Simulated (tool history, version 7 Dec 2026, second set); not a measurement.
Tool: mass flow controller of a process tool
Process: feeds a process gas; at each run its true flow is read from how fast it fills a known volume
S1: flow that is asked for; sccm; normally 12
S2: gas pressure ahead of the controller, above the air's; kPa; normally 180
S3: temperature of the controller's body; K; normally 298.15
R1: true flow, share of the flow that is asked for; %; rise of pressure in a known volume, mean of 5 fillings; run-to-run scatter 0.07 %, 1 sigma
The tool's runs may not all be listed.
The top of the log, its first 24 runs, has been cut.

run,hour,S1,S2,S3,R1
25,1966.6,8,229,311.15,100.33
26,2061.2,3,197,301.15,98.87
27,2148.6,3,197,301.15,98.78
28,2240.3,17,155,295.15,98.91
29,2335,17,155,295.15,98.84
30,2413.5,3,180,300.15,98.77
31,2501.6,3,180,300.15,98.88
32,2563.7,3,180,300.15,98.79
33,2653.2,8,172,298.15,98.48
34,2708.1,8,172,298.15,98.61
35,2793.7,8,172,298.15,98.54
36,2856.7,8,172,298.15,98.51
37,2952.8,12,180,306.15,99.65
38,3037.6,8,275,297.15,98.96
39,3121.5,12,208,309.15,100.16
40,3229.7,12,154,312.15,100.26

Here are 4 independent what-if runs from the current tool condition. What would each one return?
A,3314.6,7,180,298.15,?
B,3314.6,3,180,298.15,?
C,3314.6,12,187,312.15,?
D,3314.6,7,232,299.15,?

run,R1
A,98.55
B,98.64
C,100.27
D,98.96
Without the tool's hidden state the same runs would have given:
run,R1
A,98.65
B,98.21
C,100.54
D,99.06
